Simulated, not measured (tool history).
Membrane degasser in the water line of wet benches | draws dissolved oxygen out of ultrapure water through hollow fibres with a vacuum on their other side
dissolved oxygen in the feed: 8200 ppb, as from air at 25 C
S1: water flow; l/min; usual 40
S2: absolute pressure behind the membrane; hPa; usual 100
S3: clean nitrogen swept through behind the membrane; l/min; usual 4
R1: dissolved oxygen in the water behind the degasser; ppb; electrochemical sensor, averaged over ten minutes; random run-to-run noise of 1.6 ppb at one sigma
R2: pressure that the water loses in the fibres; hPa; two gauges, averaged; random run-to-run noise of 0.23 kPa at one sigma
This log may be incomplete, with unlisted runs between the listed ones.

run    hour  S1   S2     S3     R1     R2
  1       0  40  100      4  173.9  563.3
  2   133.4  40  100      4    174  563.3
  3   306.7  40  100      4  172.3  565.7
  4   560.4  40  100      4  173.2  564.3
  5   698.3  40  191      4  370.1  564.5
  6   840.6  40  191      4  374.7  563.4
  7  1060.2  40  100      4  171.4    567
  8  1163.2  28  100      4    116  397.4
  9  1326.2  28  100      4  115.6  396.3
     1356.5  -- seals of the vacuum lines changed
 10    1513  28  100      4  115.1  397.7
 11  1753.9  28  100      4  113.4  399.8
 12  1966.1  28  100      4  115.4  401.1
 13  2170.2  28  100      4  116.7  399.3
     2381.3  -- membrane cartridge changed
 14  2421.1  28  100      4  113.3  396.2
 15  2524.8  44  100      4  193.7    626
 16  2713.7  44  100      4  195.3  628.5
 17  2855.9  40   63    3.5   96.6  571.8
 18    2980  34  100   6.89   85.7  487.1
 19  3193.3  44  158   2.79    449  625.9
 20  3395.2  34  158   3.23  307.4  490.7
 21  3648.2  51   98   2.17  363.9  736.7
 22  3820.2  28  209   5.66  208.8  404.8
 23    4044  28  155   5.66  146.5  404.1
 24  4231.9  33  155   5.66  174.8  474.9
 25  4414.3  33  155   8.02  127.9  475.2
 26  4613.1  33  155   8.02  125.3  481.4
 27  4806.3  49  155   5.73  272.7  703.8
 28  4980.2  49  155   5.73  272.6  709.9
 29  5225.3  49  155   5.73  282.4  708.4
     5239.1  -- seals of the vacuum lines changed
 30  5429.4  31  100  10.48   51.8    449
     5582.2  -- gauge calibrated
 31  5660.9  31  100  10.48   51.8  436.4

Below, some changes in R2 between adjacent runs. For each, the amount present without the hidden state too (settings, incoming material, random variation) and the amount remaining for the hidden state with gauge scatter not shared by both compared results:
Unlogged tool condition in this case: membrane still open, %; true pressure behind the membrane over the reading, kPa; air that leaks in behind the membrane, l/min; drift of the gauge itself on oxygen_ppb, %; drift of the gauge itself on loss_of_pressure_kpa, %.
Run 20 -> 21: S1 34 -> 51, S2 158 -> 98, S3 3.23 -> 2.17. R2 +246 hPa: hidden state +4.7, all else +241.3.
Run 21 -> 22: S1 51 -> 28, S2 98 -> 209, S3 2.17 -> 5.66. R2 -331.9 hPa: hidden state -5.3, all else -326.6.
Run 26 -> 27: S1 33 -> 49, S3 8.02 -> 5.73. R2 +222.4 hPa: hidden state +5.7, all else +216.7.
Run 29 -> 30: S1 49 -> 31, S2 155 -> 100, S3 5.73 -> 10.48, seals of the vacuum lines changed. R2 -259.4 hPa: hidden state -6, all else -253.4.
Run 30 -> 31: gauge calibrated. R2 -12.6 hPa: hidden state -11, all else -1.6.
